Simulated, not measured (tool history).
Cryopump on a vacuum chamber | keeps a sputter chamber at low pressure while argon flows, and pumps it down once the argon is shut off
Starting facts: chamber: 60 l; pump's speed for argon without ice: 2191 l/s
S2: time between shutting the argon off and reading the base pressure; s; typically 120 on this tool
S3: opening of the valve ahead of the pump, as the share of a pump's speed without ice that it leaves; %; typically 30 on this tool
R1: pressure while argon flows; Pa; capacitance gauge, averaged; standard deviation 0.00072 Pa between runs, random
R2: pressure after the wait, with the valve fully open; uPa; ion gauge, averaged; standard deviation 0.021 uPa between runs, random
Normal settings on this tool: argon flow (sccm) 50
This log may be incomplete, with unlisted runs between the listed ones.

{"run": 1, "hour": 0.0, "argon flow (sccm)": 50, "S2": 120, "S3": 30, "R1": 0.1315, "R2": 1.8}
{"run": 2, "hour": 75.7, "argon flow (sccm)": 50, "S2": 120, "S3": 30, "R1": 0.1301, "R2": 1.81}
{"run": 3, "hour": 164.9, "argon flow (sccm)": 50, "S2": 120, "S3": 30, "R1": 0.1312, "R2": 1.86}
{"run": 4, "hour": 249.1, "argon flow (sccm)": 50, "S2": 120, "S3": 23, "R1": 0.1702, "R2": 1.95}
{"run": 5, "hour": 308.2, "argon flow (sccm)": 50, "S2": 120, "S3": 19, "R1": 0.2055, "R2": 1.97}
{"run": 6, "hour": 401.2, "argon flow (sccm)": 50, "S2": 120, "S3": 19, "R1": 0.2063, "R2": 1.98}
{"run": 7, "hour": 454.6, "argon flow (sccm)": 50, "S2": 120, "S3": 19, "R1": 0.2055, "R2": 2.02}
{"run": 8, "hour": 539.6, "argon flow (sccm)": 50, "S2": 34, "S3": 30, "R1": 0.1312, "R2": 2.6}
{"run": 9, "hour": 589.8, "argon flow (sccm)": 50, "S2": 34, "S3": 30, "R1": 0.1318, "R2": 2.6}
{"run": 10, "hour": 633.6, "argon flow (sccm)": 50, "S2": 34, "S3": 30, "R1": 0.1327, "R2": 2.54}
{"run": 11, "hour": 703.4, "argon flow (sccm)": 50, "S2": 34, "S3": 30, "R1": 0.1325, "R2": 2.54}
{"run": 12, "hour": 803.3, "argon flow (sccm)": 50, "S2": 119, "S3": 30, "R1": 0.1324, "R2": 2.19}
{"run": 13, "hour": 853.6, "argon flow (sccm)": 50, "S2": 119, "S3": 30, "R1": 0.1323, "R2": 2.19}
{"run": 14, "hour": 895.1, "argon flow (sccm)": 50, "S2": 119, "S3": 30, "R1": 0.1324, "R2": 2.21}
{"run": 15, "hour": 972.9, "argon flow (sccm)": 50, "S2": 119, "S3": 30, "R1": 0.1339, "R2": 2.17}
{"run": 16, "hour": 1032.5, "argon flow (sccm)": 50, "S2": 119, "S3": 30, "R1": 0.1336, "R2": 2.25}
{"run": 17, "hour": 1089.7, "argon flow (sccm)": 50, "S2": 120, "S3": 38, "R1": 0.107, "R2": 2.27}
{"hour": 1186.4, "done": "leaking fittings of the chamber tightened, without venting"}
{"run": 18, "hour": 1192.3, "argon flow (sccm)": 50, "S2": 225, "S3": 33, "R1": 0.1216, "R2": 0.27}
{"run": 19, "hour": 1251.0, "argon flow (sccm)": 50, "S2": 225, "S3": 33, "R1": 0.1208, "R2": 0.27}
{"run": 20, "hour": 1303.7, "argon flow (sccm)": 50, "S2": 178, "S3": 20, "R1": 0.1998, "R2": 0.34}
{"run": 21, "hour": 1354.4, "argon flow (sccm)": 50, "S2": 178, "S3": 20, "R1": 0.1981, "R2": 0.34}
{"run": 22, "hour": 1421.6, "argon flow (sccm)": 25, "S2": 178, "S3": 20, "R1": 0.0995, "R2": 0.38}
{"run": 23, "hour": 1483.8, "argon flow (sccm)": 58, "S2": 178, "S3": 18, "R1": 0.2575, "R2": 0.4}
{"run": 24, "hour": 1583.3, "argon flow (sccm)": 23, "S2": 99, "S3": 18, "R1": 0.1003, "R2": 0.52}
{"hour": 1604.5, "done": "pump warmed up, emptied and cooled again"}
{"run": 25, "hour": 1658.1, "argon flow (sccm)": 23, "S2": 99, "S3": 18, "R1": 0.0996, "R2": 0.51}
{"run": 26, "hour": 1752.6, "argon flow (sccm)": 50, "S2": 25, "S3": 30, "R1": 0.1292, "R2": 1.26}
{"run": 27, "hour": 1852.8, "argon flow (sccm)": 66, "S2": 34, "S3": 28, "R1": 0.185, "R2": 1.05}
{"run": 28, "hour": 1917.7, "argon flow (sccm)": 24, "S2": 34, "S3": 46, "R1": 0.0405, "R2": 1.04}
{"run": 29, "hour": 1979.0, "argon flow (sccm)": 38, "S2": 120, "S3": 30, "R1": 0.0989, "R2": 0.57}
{"run": 30, "hour": 2059.0, "argon flow (sccm)": 29, "S2": 126, "S3": 22, "R1": 0.1031, "R2": 0.63}
{"run": 31, "hour": 2115.7, "argon flow (sccm)": 22, "S2": 97, "S3": 22, "R1": 0.0779, "R2": 0.64}
{"run": 32, "hour": 2194.9, "argon flow (sccm)": 22, "S2": 97, "S3": 22, "R1": 0.079, "R2": 0.64}
{"run": 33, "hour": 2252.8, "argon flow (sccm)": 39, "S2": 63, "S3": 40, "R1": 0.0772, "R2": 0.81}

Measured result minus the same run's result without the hidden state. Both carry the same run-to-run variation, though not necessarily the same gauge scatter:
Hidden state at play: pump's speed, % of a pump's without ice; cold plate's temperature, K; leak into the chamber, uPa l/s; drift of the gauge itself on working_pa, %; drift of the gauge itself on base_upa, %.
run=1 R1=+0.0016 R2=+1.5
run=2 R1=+0.0018 R2=+1.5
run=3 R1=+0.002 R2=+1.54
run=4 R1=+0.0022 R2=+1.62
run=5 R1=+0.0024 R2=+1.65
run=6 R1=+0.0027 R2=+1.66
run=7 R1=+0.0028 R2=+1.69
run=8 R1=+0.0031 R2=+1.77
run=9 R1=+0.0032 R2=+1.8
run=10 R1=+0.0034 R2=+1.73
run=11 R1=+0.0036 R2=+1.77
run=12 R1=+0.0038 R2=+1.84
run=13 R1=+0.004 R2=+1.85
run=14 R1=+0.0041 R2=+1.87
run=15 R1=+0.0044 R2=+1.87
run=16 R1=+0.0046 R2=+1.92
run=17 R1=+0.0048 R2=+1.97
run=18 R1=+0.0051 R2=+0.03
run=19 R1=+0.0053 R2=+0.05
run=20 R1=+0.0055 R2=+0.07
run=21 R1=+0.0056 R2=+0.08
run=22 R1=+0.0029 R2=+0.1
run=23 R1=+0.0071 R2=+0.13
run=24 R1=+0.003 R2=+0.16
run=25 R1=+0.0006 R2=+0.14
run=26 R1=+0.0015 R2=+0.17
run=27 R1=+0.0024 R2=+0.21
run=28 R1=+0.001 R2=+0.23
run=29 R1=+0.0017 R2=+0.24
run=30 R1=+0.0014 R2=+0.28
run=31 R1=+0.0011 R2=+0.29
run=32 R1=+0.0013 R2=+0.32
run=33 R1=+0.0023 R2=+0.32

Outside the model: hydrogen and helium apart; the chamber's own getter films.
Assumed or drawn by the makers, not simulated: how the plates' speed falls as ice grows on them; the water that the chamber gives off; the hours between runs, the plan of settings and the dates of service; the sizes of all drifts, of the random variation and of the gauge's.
